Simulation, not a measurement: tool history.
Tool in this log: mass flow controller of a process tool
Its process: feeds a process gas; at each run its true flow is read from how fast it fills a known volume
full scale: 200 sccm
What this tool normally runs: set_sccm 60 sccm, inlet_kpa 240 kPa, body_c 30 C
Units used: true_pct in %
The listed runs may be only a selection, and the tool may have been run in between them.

run,hour,set_sccm,inlet_kpa,body_c,true_pct
1,0,60,240,30,98.14
2,214.9,60,215,30,98.07
3,485,60,215,30,97.99
4,704.1,60,215,30,98.03
5,905.9,60,215,30,97.93
6,1162.2,60,240,30,97.96
7,1398.9,60,240,30,98.02
8,1670.7,60,240,27,98
9,1912.4,143,240,27,99.08
10,2045.6,60,143,30,97.26
11,2213,60,191,30,97.61
12,2508.4,60,240,32,97.66
13,2759,60,240,32,97.75
14,2963,60,240,32,97.56
15,3227.9,60,240,32,97.61
16,3481.1,30,240,30,97.2
17,3743.2,30,240,30,97.14
18,4004.9,60,240,30,97.58
# hour 4147.9: controller's zero set anew
19,4175.6,60,240,30,97.38
20,4416.4,60,240,30,97.5
# hour 4475.7: gauge calibrated
21,4704.9,60,240,30,98.17
22,4872.1,60,240,30,98.27
23,5028.8,60,240,26,98.23
24,5223.3,60,240,26,98.28
25,5398.6,101,240,30,98.61
26,5591.9,60,156,30,97.54
27,5757.4,20,182,20,97.41
28,5936.1,199,179,27,99.62
29,6210.8,199,179,35,99.36
30,6338.4,50,161,23,97.44
31,6624.1,92,189,34,97.8
32,6813.3,28,155,38,96.78
33,6991.2,28,155,38,96.79
34,7277.6,28,155,38,96.57
35,7556,60,161,29,97.21
36,7778.2,170,257,36,99.04
37,7912,170,257,36,98.99
38,8076,97,258,31,98.13
39,8201.5,97,258,31,98.19
40,8444.9,29,200,30,96.9
41,8713.9,29,200,30,96.9
42,8922.2,164,266,33,98.87
43,9068.2,106,155,24,97.77
44,9201.2,106,155,24,97.54
45,9372.1,107,245,30,98.03
46,9605.1,35,222,30,97
47,9776.7,20,222,30,96.58

Each run again, without the hidden state but with its own random variation kept:
The tool's hidden condition here consists of: flow at rest that the sensor doesn't see, % of full scale; true flow over the shown one, %; drift of the gauge itself on true_pct, %.
run,true_pct
1,98.15
2,98.12
3,98.09
4,98.17
5,98.11
6,98.19
7,98.29
8,98.32
9,99.44
10,97.65
11,98.04
12,98.14
13,98.28
14,98.13
15,98.22
16,97.87
17,97.87
18,98.34
19,98.15
20,98.32
21,98.21
22,98.34
23,98.33
24,98.42
25,98.78
26,97.75
27,97.66
28,99.89
29,99.69
30,97.78
31,98.2
32,97.22
33,97.26
34,97.09
35,97.78
36,99.66
37,99.64
38,98.81
39,98.88
40,97.65
41,97.7
42,99.71
43,98.62
44,98.42
45,98.95
46,97.96
47,97.59

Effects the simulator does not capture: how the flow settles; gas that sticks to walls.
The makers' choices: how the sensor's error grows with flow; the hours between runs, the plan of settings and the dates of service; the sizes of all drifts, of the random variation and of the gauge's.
